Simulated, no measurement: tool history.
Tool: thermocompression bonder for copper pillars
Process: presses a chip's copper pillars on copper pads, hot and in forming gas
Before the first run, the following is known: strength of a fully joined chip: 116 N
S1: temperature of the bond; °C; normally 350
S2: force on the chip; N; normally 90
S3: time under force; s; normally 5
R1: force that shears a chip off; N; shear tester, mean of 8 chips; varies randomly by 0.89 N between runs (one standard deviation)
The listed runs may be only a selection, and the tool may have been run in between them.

run   hour   S1   S2  S3    R1
  1    0.0  350   90   5  70.2
  2   13.8  350   90   5  69.2
  3   27.9  350   90   5  69.1
  4   45.7  350  119   5  75.2
  5   54.8  350  119   5  73.5
      73.5  -- forming gas filter changed
  6   73.9  350  119   5  83.8
  7   84.1  350   90   3  63.3
  8  102.7  350   90   3  63.4
  9  114.2  350   90   3  61.9
 10  130.0  350   90   3  60.0
 11  140.9  350   90   3  61.7
 12  149.2  378   90   5  85.2
 13  159.1  378   90   5  83.5
 14  176.4  378   90   5  84.4
 15  192.0  378   90   5  82.1
 16  205.0  378   90   5  83.7
 17  221.2  378   90   5  80.7
 18  236.9  378   90   5  79.5
     249.5  -- forming gas filter changed
 19  254.0  378   90   5  89.5
 20  263.4  378  125   5  99.5
     266.5  -- heater calibrated with a thermocouple chip
 21  284.4  350   90   5  71.7
 22  300.0  350   87  11  85.5
     306.0  -- heater calibrated with a thermocouple chip, once more
 23  319.2  324   64   9  56.8
 24  333.5  321   79   9  60.8
 25  351.2  321   79   9  60.7
 26  368.4  336  132   8  81.9
 27  381.0  359   90  12  89.7
 28  391.7  378   90   3  71.4
 29  410.4  350   90   9  76.8
 30  424.2  341  117   4  63.7
     428.6  -- forming gas filter changed
 31  442.0  331  131   8  84.7

The next listed run, before its measurement:
 32  458.2  344  118  11   ?

R1: 91.1 N
Take away the tool's hidden state, keep the run-to-run variation as it was, and the same run would have given R1 92.5 N.

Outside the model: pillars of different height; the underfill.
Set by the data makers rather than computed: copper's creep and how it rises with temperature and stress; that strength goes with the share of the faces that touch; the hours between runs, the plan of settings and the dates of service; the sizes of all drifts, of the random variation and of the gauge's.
